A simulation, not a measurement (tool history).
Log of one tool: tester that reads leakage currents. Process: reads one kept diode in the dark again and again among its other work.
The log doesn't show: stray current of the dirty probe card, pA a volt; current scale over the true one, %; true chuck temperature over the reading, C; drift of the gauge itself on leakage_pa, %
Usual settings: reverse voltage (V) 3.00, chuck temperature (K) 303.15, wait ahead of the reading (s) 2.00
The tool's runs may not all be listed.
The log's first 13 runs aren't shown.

| run | hour | reverse voltage (V) | chuck temperature (K) | wait ahead of the reading (s) | hours of work since the probe card was cleaned | hours of work since the tester was calibrated | hours of work since the chuck was calibrated | current that the tester gives (pA) |
|---|---|---|---|---|---|---|---|---|
| 14 | 1743.7 | 6.40 | 303.15 | 0.39 | 1768 | 2155 | 352 | 195.57 |
| 15 | 1925.4 | 6.40 | 303.15 | 0.39 | 1859 | 2246 | 443 | 194.79 |
| 16 | 2058.3 | 3.89 | 303.15 | 2.00 | 1926 | 2312 | 510 | 159.53 |
| 17 | 2232.4 | 3.89 | 303.15 | 8.09 | 2013 | 2400 | 598 | 158.42 |
| 18 | 2333.6 | 3.89 | 303.15 | 8.09 | 2064 | 2451 | 648 | 157.63 |
|  | 2345.3 | probe card cleaned and baked |
| 19 | 2467.5 | 1.05 | 324.15 | 1.30 | 61 | 2516 | 714 | 409.55 |
| 20 | 2583.2 | 1.05 | 328.15 | 0.52 | 119 | 2574 | 772 | 528.17 |
| 21 | 2659.9 | 3.00 | 303.15 | 0.99 | 158 | 2613 | 811 | 142.57 |
| 22 | 2787.2 | 17.11 | 311.15 | 2.00 | 222 | 2677 | 875 | 485.59 |
| 23 | 2901.1 | 3.44 | 294.15 | 2.18 | 279 | 2734 | 932 | 77.02 |
| 24 | 2995.7 | 1.51 | 293.15 | 2.37 | 326 | 2781 | 979 | 51.54 |
|  | 3090.7 | probe card cleaned and baked, once more |
| 25 | 3118.2 | 1.51 | 293.15 | 2.37 | 14 | 2841 | 1039 | 49.17 |
| 26 | 3237.7 | 1.51 | 293.15 | 2.37 | 74 | 2901 | 1099 | 49.15 |
| 27 | 3403.8 | 1.29 | 329.15 | 3.52 | 157 | 2985 | 1182 | 588.80 |
|  | 3442.7 | tester calibrated |
| 28 | 3504.5 | 1.29 | 329.15 | 3.52 | 207 | 31 | 1232 | 599.60 |
| 29 | 3666.8 | 3.40 | 303.15 | 2.00 | 288 | 112 | 1313 | 143.28 |
| 30 | 3851.7 | 3.40 | 303.15 | 2.00 | 381 | 205 | 1406 | 141.75 |
| 31 | 3954.7 | 3.40 | 303.15 | 2.00 | 433 | 257 | 1458 | 141.17 |
| 32 | 4041.7 | 3.40 | 303.15 | 2.00 | 476 | 301 | 1502 | 140.64 |
|  | 4141.8 | chuck's temperature calibrated |
| 33 | 4154.4 | 3.15 | 304.15 | 2.00 | 532 | 356 | 6 | 167.08 |

Run 34 comes next. What will it give?
| 34 | 4341.3 | 3.15 | 304.15 | 2.00 | 626 | 450 | 100 | ? |

{"run 34": {"current that the tester gives (pA)": 164.9}}
Without the tool's hidden state the same run would have given current that the tester gives (pA) 165.85.

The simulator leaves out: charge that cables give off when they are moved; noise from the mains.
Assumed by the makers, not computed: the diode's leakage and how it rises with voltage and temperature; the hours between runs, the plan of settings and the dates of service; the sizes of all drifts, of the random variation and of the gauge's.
